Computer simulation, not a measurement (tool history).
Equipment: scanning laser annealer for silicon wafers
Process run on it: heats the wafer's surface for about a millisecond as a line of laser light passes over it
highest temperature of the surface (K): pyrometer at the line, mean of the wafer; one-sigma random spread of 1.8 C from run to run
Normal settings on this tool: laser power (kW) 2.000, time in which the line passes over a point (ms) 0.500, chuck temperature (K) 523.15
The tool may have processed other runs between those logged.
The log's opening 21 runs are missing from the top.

run	hour	laser power (kW)	time in which the line passes over a point (ms)	chuck temperature (K)	highest temperature of the surface (K)
22	471.5	2.048	0.612	529.15	1435.15
23	494.9	2.156	0.405	515.15	1265.15
24	512.0	2.156	0.428	546.15	1319.15
25	537.9	2.156	0.428	552.15	1323.15
26	555.0	1.813	0.421	502.15	1126.15
# hour 568.1: laser's power meter calibrated, once more
27	574.7	1.869	0.597	523.15	1309.15
28	592.2	1.869	0.419	491.15	1126.15
29	605.9	1.869	0.419	491.15	1128.15
30	624.0	1.701	0.582	538.15	1229.15
31	638.8	1.701	0.582	538.15	1227.15
32	658.2	1.701	0.582	538.15	1230.15
33	675.7	2.194	0.462	559.15	1366.15
34	691.4	2.091	0.431	531.15	1257.15

Consider 4 possible next runs. They are alternatives, not a sequence: every one starts from the tool as it was left by run 34. What does each give?
A	707.9	1.816	0.431	523.15	?
B	707.9	1.869	0.455	516.15	?
C	707.9	1.925	0.456	492.15	?
D	707.9	1.896	0.514	531.15	?

run	highest temperature of the surface (K)
A	1142.15
B	1179.15
C	1175.15
D	1257.15
Without the tool's unlogged condition, the same runs would have read:
run	highest temperature of the surface (K)
A	1166.15
B	1205.15
C	1202.15
D	1285.15

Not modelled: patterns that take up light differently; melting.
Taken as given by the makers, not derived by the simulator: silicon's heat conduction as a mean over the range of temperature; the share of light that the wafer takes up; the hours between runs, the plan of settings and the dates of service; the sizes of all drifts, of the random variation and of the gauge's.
